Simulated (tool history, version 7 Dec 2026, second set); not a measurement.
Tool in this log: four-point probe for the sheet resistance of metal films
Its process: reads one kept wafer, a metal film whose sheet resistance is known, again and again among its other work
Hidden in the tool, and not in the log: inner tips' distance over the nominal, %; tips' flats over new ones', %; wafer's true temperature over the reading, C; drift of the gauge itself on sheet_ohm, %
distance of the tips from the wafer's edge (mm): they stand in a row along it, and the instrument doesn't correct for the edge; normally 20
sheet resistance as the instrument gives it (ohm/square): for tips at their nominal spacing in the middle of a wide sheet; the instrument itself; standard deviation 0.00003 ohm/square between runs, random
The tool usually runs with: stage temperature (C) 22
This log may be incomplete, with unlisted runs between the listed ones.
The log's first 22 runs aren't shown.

run     day  stage temperature (C)  distance of the tips from the wafer's edge (mm)  touches since the probe head was changed  hours of work since the stage's thermometer was calibrated  sheet resistance as the instrument gives it (ohm/square)
 23  53.396                     34                                               11                                     27399                                                        1443                                                  0.148275
 24  55.400                     26                                               17                                     28219                                                        1473                                                  0.148649
 25  58.225                     22                                                5                                     29377                                                        1515                                                  0.153736
 26  61.817                     34                                               57                                     30849                                                        1569                                                  0.147256
 27  64.858                     34                                               57                                     32096                                                        1615                                                  0.147251
 28  66.804                     34                                               57                                     32893                                                        1644                                                  0.147236
 29  69.762                     34                                               57                                     34104                                                        1688                                                  0.147278
 30  73.029                     22                                               10                                     35443                                                        1738                                                  0.149998
 31  76.033                     29                                               18                                     36675                                                        1783                                                  0.148206
 32  77.821                     26                                                9                                     37406                                                        1810                                                  0.149835
     78.550  -- stage's thermometer calibrated
 33  80.500                     26                                                9                                     38495                                                          29                                                  0.149770
 34  83.533                     28                                                4                                     39739                                                          75                                                  0.155578
 35  85.675                     28                                                4                                     40615                                                         107                                                  0.155552
 36  88.242                     26                                               50                                     41667                                                         146                                                  0.148254
 37  90.671                     26                                               50                                     42662                                                         182                                                  0.148277

4 ways to go on from here, each from the tool as it stands after run 37. What would each give?
  A  92.583                     25                                               11                                     43446                                                         211                                                         ?
  B  92.583                     27                                               20                                     43446                                                         211                                                         ?
  C  92.583                     30                                                6                                     43446                                                         211                                                         ?
  D  92.583                     19                                               15                                     43446                                                         211                                                         ?

run  sheet resistance as the instrument gives it (ohm/square)
  A                                                  0.149410
  B                                                  0.148457
  C                                                  0.151187
  D                                                  0.149678
The same runs, with their run-to-run variation unchanged, on a tool lacking any hidden condition would have given:
run  sheet resistance as the instrument gives it (ohm/square)
  A                                                  0.149399
  B                                                  0.148446
  C                                                  0.151175
  D                                                  0.149667

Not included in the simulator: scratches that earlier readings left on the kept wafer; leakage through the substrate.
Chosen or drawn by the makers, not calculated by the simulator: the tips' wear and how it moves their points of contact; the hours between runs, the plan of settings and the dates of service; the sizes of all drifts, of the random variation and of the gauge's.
